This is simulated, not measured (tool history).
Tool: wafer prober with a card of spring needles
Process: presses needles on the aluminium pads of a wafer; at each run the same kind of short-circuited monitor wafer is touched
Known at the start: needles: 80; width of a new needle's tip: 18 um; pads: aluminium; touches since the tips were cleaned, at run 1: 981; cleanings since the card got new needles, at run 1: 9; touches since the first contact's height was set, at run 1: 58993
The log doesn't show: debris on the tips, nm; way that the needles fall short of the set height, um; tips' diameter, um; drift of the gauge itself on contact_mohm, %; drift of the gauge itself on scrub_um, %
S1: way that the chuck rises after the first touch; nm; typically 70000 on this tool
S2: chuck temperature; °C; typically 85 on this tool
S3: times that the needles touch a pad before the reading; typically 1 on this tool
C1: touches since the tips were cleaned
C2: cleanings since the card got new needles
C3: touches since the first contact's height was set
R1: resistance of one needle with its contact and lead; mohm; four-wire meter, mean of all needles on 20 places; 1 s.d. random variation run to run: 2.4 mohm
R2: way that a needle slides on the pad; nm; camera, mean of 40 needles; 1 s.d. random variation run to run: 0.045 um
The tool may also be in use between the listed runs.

run   hour     S1   S2  S3    C1  C2      C3   R1     R2
  1      0  70000   85   1   981   9   58993  292  17980
  2      9  84000   85   1  5042   9   63054  299  21620
      11.1  -- tips cleaned on abrasive film
  3   17.4  84000   26   1  2863  10   66841  281  21610
      24.3  -- tips cleaned on abrasive film
  4   27.8  84000   53   1  1564  11   71496  280  21490
      37.3  -- tips cleaned on abrasive film
  5   38.3  84000   53   1   477  12   76215  269  21490
  6   44.8  70000   85   1  3435  12   79173  304  17930
      50.4  -- tips cleaned on abrasive film
  7   55.8  70000   85   1  2449  13   84099  301  17860
      63.2  -- tips cleaned on abrasive film
  8   64.1  70000   85   1   421  14   87794  288  17780
  9   70.4  70000   85   1  3305  14   90678  306  17830
      76.1  -- tips cleaned on abrasive film
 10   77.2  70000   85   2   506  15   93680  279  17840
 11   83.2  70000   85   1  3223  15   96397  306  17810
        89  -- tips cleaned on abrasive film
 12   91.4  70000   85   1  1105  16  100101  287  17810
 13   96.8  70000  123   1  3541  16  102537  319  17730
     102.2  -- tips cleaned on abrasive film
 14  102.7  70000  123   1   228  17  105139  293  17760
 15  111.5  70000   85   2  4217  17  109128  289  17750
     114.9  -- tips cleaned on abrasive film
 16  122.1  76000   69   2  3257  18  113879  284  19260
     128.5  -- tips cleaned on abrasive film
 17  132.1  77000   85   2  1643  19  118374  287  19510
 18  137.6  76000   50   2  4150  19  120881  287  19270
     141.5  -- tips cleaned on abrasive film
 19  147.2  53000  109   2  2587  20  125175  313  13230
 20  153.3  70000   95   2  5350  20  127938  302  17720
     154.8  -- tips cleaned on abrasive film
 21  160.5  70000   95   2  2580  21  131158  296  17630
     167.5  -- tips cleaned on abrasive film
 22  167.5  70000   85   1     0  22  134284  281  17720
 23  172.9  70000   85   1  2459  22  136743  306  17610
 24  179.6  70000   85   1  5477  22  139761  312  17670
     180.3  -- tips cleaned on abrasive film
 25  191.1  70000   85   1  4885  23  144923  311  17650
     193.2  -- tips cleaned on abrasive film
 26  197.8  70000   98   2  2108  24  147915  294  17630
 27  203.1  70000   98   2  4504  24  150311  299  17570
     206.1  -- tips cleaned on abrasive film
 28  208.8  70000   98   2  1225  25  152851  293  17460

Hidden state at the last listed run before each entry between runs and at the first one after, where it differs:
Logged between run 2 and run 3: tips cleaned on abrasive film (hour 11.1)
  debris on the tips, nm: 113.3 -> 94.8; way that the needles fall short of the set height, um: 0.96 -> 1.07; tips' diameter, um: 18.34 -> 18.37
  measured value less the no-hidden-state value, R1: +25 -> +23 mohm; R2: -250 -> -280 nm
Logged between run 3 and run 4: tips cleaned on abrasive film (hour 24.3)
  debris on the tips, nm: 94.8 -> 71.9; way that the needles fall short of the set height, um: 1.07 -> 1.18; tips' diameter, um: 18.37 -> 18.41
  measured value less the no-hidden-state value, R1: +23 -> +17 mohm; R2: -280 -> -300 nm
Logged between run 4 and run 5: tips cleaned on abrasive film (hour 37.3)
  debris on the tips, nm: 71.9 -> 27.3; way that the needles fall short of the set height, um: 1.18 -> 1.29; tips' diameter, um: 18.41 -> 18.45
  measured value less the no-hidden-state value, R1: +17 -> +7 mohm; R2: -300 -> -340 nm
Logged between run 6 and run 7: tips cleaned on abrasive film (hour 50.4)
  debris on the tips, nm: 99.8 -> 87; way that the needles fall short of the set height, um: 1.29 -> 1.38; tips' diameter, um: 18.45 -> 18.48
  measured value less the no-hidden-state value, R1: +31 -> +27 mohm; R2: -340 -> -360 nm
Logged between run 7 and run 8: tips cleaned on abrasive film (hour 63.2)
  debris on the tips, nm: 87 -> 27.2; way that the needles fall short of the set height, um: 1.38 -> 1.49; tips' diameter, um: 18.48 -> 18.52
  measured value less the no-hidden-state value, R1: +27 -> +9 mohm; R2: -360 -> -390 nm
Logged between run 9 and run 10: tips cleaned on abrasive film (hour 76.1)
  debris on the tips, nm: 98.1 -> 30; way that the needles fall short of the set height, um: 1.49 -> 1.61; tips' diameter, um: 18.52 -> 18.57
  measured value less the no-hidden-state value, R1: +31 -> +6 mohm; R2: -390 -> -420 nm
Logged between run 11 and run 12: tips cleaned on abrasive film (hour 89)
  debris on the tips, nm: 100.6 -> 55.3; way that the needles fall short of the set height, um: 1.61 -> 1.74; tips' diameter, um: 18.57 -> 18.61
  measured value less the no-hidden-state value, R1: +31 -> +18 mohm; R2: -420 -> -460 nm
Logged between run 13 and run 14: tips cleaned on abrasive film (hour 102.2)
  debris on the tips, nm: 101.2 -> 22.9; way that the needles fall short of the set height, um: 1.74 -> 1.81; tips' diameter, um: 18.61 -> 18.63
  measured value less the no-hidden-state value, R1: +31 -> +7 mohm; R2: -450 -> -470 nm
Logged between run 15 and run 16: tips cleaned on abrasive film (hour 114.9)
  debris on the tips, nm: 108.7 -> 97; way that the needles fall short of the set height, um: 1.81 -> 1.94; tips' diameter, um: 18.63 -> 18.68
  measured value less the no-hidden-state value, R1: +21 -> +17 mohm; R2: -470 -> -510 nm
Logged between run 16 and run 17: tips cleaned on abrasive film (hour 128.5)
  debris on the tips, nm: 97 -> 65.9; way that the needles fall short of the set height, um: 1.94 -> 2.02; tips' diameter, um: 18.68 -> 18.71
  measured value less the no-hidden-state value, R1: +17 -> +11 mohm; R2: -510 -> -520 nm
Logged between run 18 and run 19: tips cleaned on abrasive film (hour 141.5)
  debris on the tips, nm: 106.3 -> 89; way that the needles fall short of the set height, um: 2.02 -> 2.11; tips' diameter, um: 18.71 -> 18.74
  measured value less the no-hidden-state value, R1: +19 -> +28 mohm; R2: -530 -> -550 nm
Logged between run 20 and run 21: tips cleaned on abrasive film (hour 154.8)
  debris on the tips, nm: 116.5 -> 88.2; way that the needles fall short of the set height, um: 2.11 -> 2.22; tips' diameter, um: 18.74 -> 18.78
  measured value less the no-hidden-state value, R1: +23 -> +17 mohm; R2: -550 -> -580 nm
Logged between run 21 and run 22: tips cleaned on abrasive film (hour 167.5)
  debris on the tips, nm: 88.2 -> 7.9; way that the needles fall short of the set height, um: 2.22 -> 2.32; tips' diameter, um: 18.78 -> 18.81
  measured value less the no-hidden-state value, R1: +17 -> +4 mohm; R2: -580 -> -610 nm
Logged between run 24 and run 25: tips cleaned on abrasive film (hour 180.3)
  debris on the tips, nm: 118.1 -> 114.3; way that the needles fall short of the set height, um: 2.32 -> 2.4; tips' diameter, um: 18.81 -> 18.84
  measured value less the no-hidden-state value, R1: +38 -> +37 mohm; R2: -600 -> -630 nm
Logged between run 25 and run 26: tips cleaned on abrasive film (hour 193.2)
  debris on the tips, nm: 114.3 -> 77.2; way that the needles fall short of the set height, um: 2.4 -> 2.5; tips' diameter, um: 18.84 -> 18.88
  measured value less the no-hidden-state value, R1: +37 -> +16 mohm; R2: -630 -> -650 nm
Logged between run 27 and run 28: tips cleaned on abrasive film (hour 206.1)
  debris on the tips, nm: 111.2 -> 57.7; way that the needles fall short of the set height, um: 2.5 -> 2.63; tips' diameter, um: 18.88 -> 18.92
  measured value less the no-hidden-state value, R1: +22 -> +12 mohm; R2: -650 -> -690 nm
